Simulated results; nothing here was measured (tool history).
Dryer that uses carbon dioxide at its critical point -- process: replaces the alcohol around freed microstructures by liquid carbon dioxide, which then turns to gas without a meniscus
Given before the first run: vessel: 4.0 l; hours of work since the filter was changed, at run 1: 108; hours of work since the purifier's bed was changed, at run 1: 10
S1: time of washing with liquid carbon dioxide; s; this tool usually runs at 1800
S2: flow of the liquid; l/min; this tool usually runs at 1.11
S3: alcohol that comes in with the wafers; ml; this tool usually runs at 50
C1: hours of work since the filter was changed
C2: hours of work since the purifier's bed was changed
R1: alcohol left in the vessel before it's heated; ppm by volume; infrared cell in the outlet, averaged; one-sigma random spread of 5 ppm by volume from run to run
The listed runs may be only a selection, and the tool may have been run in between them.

run   hour    S1    S2   S3   C1   C2   R1
  1    0.0  1800  1.11   50  108   10   38
  2   10.1  1800  1.11   50  113   16   36
  3   24.4  1260  1.11   50  120   23  157
  4   39.0  2760  1.11   50  128   31   19
  5   52.4  2760  1.11   50  135   38   10
  6   65.4  1560  1.11   50  142   44   78
  7   83.7  1800  1.72   50  151   54   28
  8   96.7  1800  1.11   51  158   61   44
  9  107.9  1800  1.11   51  164   67   50
 10  122.8  1800  1.73   50  172   75   33
 11  134.7  1800  1.73   50  178   81   30
 12  143.1  1800  1.58   50  183   85   29
 13  157.2  1800  1.11   54  190   93   55
 14  169.2  1800  1.11   82  196   99   85
 15  185.7  1800  1.11   82  205  107   74
 16  199.1  1800  1.11   82  212  114   81
 17  217.1  1800  1.11   82  221  124   78
 18  232.1  1800  1.11   82  229  132   79
 19  250.4  1800  1.11   82  239  141   85
     255.2  -- inlet filter changed
 20  266.6  1800  1.11   82    6  149   79
 21  276.6  1800  1.11   82   11  154   85
 22  292.0  1800  1.11   82   19  163   80
 23  311.8  1800  1.11   82   30  173   83
 24  326.5  1800  0.90   50   37  181  124
 25  340.7  2040  1.40   50   45  188   49
 26  355.8  2040  1.75   28   53  196   61
 27  365.0  1440  1.40   50   57  201   80
 28  384.8  1440  1.40   50   68  211   90
 29  400.2  1440  1.40   50   76  219   89
 30  411.7  2340  1.40   50   82  225   77
 31  422.3  1140  0.83   50   87  231  658
 32  441.8  2580  1.83   74   98  241   81
 33  451.8  1200  1.83   74  103  246   95
 34  468.1  1320  1.50   50  111  255   98
 35  485.4  1560  1.20  110  120  264  157
 36  503.1  2640  1.20  110  130  273   84
 37  520.1  2640  1.20  110  139  282   87
 38  536.7  1260  0.77   32  147  291  450
 39  546.8  1140  1.11   50  153  296  328
 40  564.1  1140  1.11   91  162  305  515
 41  573.6  1860  0.75   50  167  310  242
 42  588.4  1860  1.80   50  174  318   90
 43  603.3  1860  1.80   50  182  325   94
 44  618.8  1380  1.80   65  190  334   96
 45  633.6  1800  1.52   50  198  341   95
 46  647.1  1080  1.17   50  205  348  349

Forecast each of these 5 alternatives for the next run:
  A  660.6  2220  0.74   41  212  355   ?
  B  660.6  2340  1.11   28  212  355   ?
  C  660.6  1440  0.73   61  212  355   ?
  D  660.6  1380  1.17   57  212  355   ?
  E  660.6  2160  1.30  104  212  355   ?

run   R1
  A  154
  B   99
  C  656
  D  199
  E  106
With no hidden state in the tool, these same runs would have given:
run   R1
  A   45
  B    1
  C  473
  D   79
  E    6
